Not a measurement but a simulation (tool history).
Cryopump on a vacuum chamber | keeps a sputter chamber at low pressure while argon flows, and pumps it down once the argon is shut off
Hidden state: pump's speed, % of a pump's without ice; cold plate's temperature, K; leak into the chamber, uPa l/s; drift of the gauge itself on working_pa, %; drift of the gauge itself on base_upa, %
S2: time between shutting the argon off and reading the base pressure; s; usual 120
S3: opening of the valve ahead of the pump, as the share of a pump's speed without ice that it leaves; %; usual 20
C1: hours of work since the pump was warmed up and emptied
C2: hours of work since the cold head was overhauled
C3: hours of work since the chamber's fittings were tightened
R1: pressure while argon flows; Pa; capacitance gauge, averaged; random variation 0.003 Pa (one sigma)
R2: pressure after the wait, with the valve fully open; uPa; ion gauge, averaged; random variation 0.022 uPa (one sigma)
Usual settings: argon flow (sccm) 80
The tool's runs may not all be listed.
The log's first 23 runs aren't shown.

{"run": 24, "hour": 756.0, "argon flow (sccm)": 38, "S2": 112, "S3": 36, "C1": 90, "C2": 1624, "C3": 1158, "R1": 0.199, "R2": 3.1}
{"run": 25, "hour": 803.8, "argon flow (sccm)": 38, "S2": 67, "S3": 29, "C1": 129, "C2": 1663, "C3": 1198, "R1": 0.2476, "R2": 3.57}
{"run": 26, "hour": 845.2, "argon flow (sccm)": 38, "S2": 67, "S3": 29, "C1": 163, "C2": 1697, "C3": 1232, "R1": 0.2489, "R2": 3.65}
{"run": 27, "hour": 892.6, "argon flow (sccm)": 38, "S2": 67, "S3": 29, "C1": 201, "C2": 1736, "C3": 1270, "R1": 0.2508, "R2": 3.76}
{"run": 28, "hour": 912.6, "argon flow (sccm)": 155, "S2": 75, "S3": 20, "C1": 218, "C2": 1753, "C3": 1287, "R1": 1.4666, "R2": 3.86}
{"run": 29, "hour": 939.8, "argon flow (sccm)": 131, "S2": 22, "S3": 20, "C1": 240, "C2": 1775, "C3": 1309, "R1": 1.2502, "R2": 5.1}
{"run": 30, "hour": 971.1, "argon flow (sccm)": 80, "S2": 120, "S3": 30, "C1": 266, "C2": 1800, "C3": 1335, "R1": 0.5205, "R2": 3.93}
{"run": 31, "hour": 1018.9, "argon flow (sccm)": 44, "S2": 100, "S3": 24, "C1": 305, "C2": 1839, "C3": 1374, "R1": 0.3573, "R2": 4.12}
{"run": 32, "hour": 1048.5, "argon flow (sccm)": 38, "S2": 101, "S3": 25, "C1": 329, "C2": 1864, "C3": 1398, "R1": 0.2975, "R2": 4.27}
{"run": 33, "hour": 1071.9, "argon flow (sccm)": 69, "S2": 32, "S3": 21, "C1": 348, "C2": 1883, "C3": 1417, "R1": 0.6464, "R2": 5.31}
{"run": 34, "hour": 1104.3, "argon flow (sccm)": 120, "S2": 120, "S3": 22, "C1": 375, "C2": 1909, "C3": 1444, "R1": 1.0747, "R2": 4.52}

Forecast each of these 4 alternatives for the next run:
{"run": "A", "hour": 1131.1, "argon flow (sccm)": 36, "S2": 157, "S3": 24, "C1": 397, "C2": 1931, "C3": 1466, "R1": "?", "R2": "?"}
{"run": "B", "hour": 1131.1, "argon flow (sccm)": 80, "S2": 104, "S3": 31, "C1": 397, "C2": 1931, "C3": 1466, "R1": "?", "R2": "?"}
{"run": "C", "hour": 1131.1, "argon flow (sccm)": 120, "S2": 33, "S3": 22, "C1": 397, "C2": 1931, "C3": 1466, "R1": "?", "R2": "?"}
{"run": "D", "hour": 1131.1, "argon flow (sccm)": 45, "S2": 248, "S3": 26, "C1": 397, "C2": 1931, "C3": 1466, "R1": "?", "R2": "?"}

run=A R1=0.2993 R2=4.49
run=B R1=0.5311 R2=4.70
run=C R1=1.0804 R2=5.35
run=D R1=0.3471 R2=4.46
Without the tool's hidden state the same runs would have given:
run=A R1=0.2740 R2=0.52
run=B R1=0.4746 R2=0.68
run=C R1=0.9961 R2=1.36
run=D R1=0.3156 R2=0.46
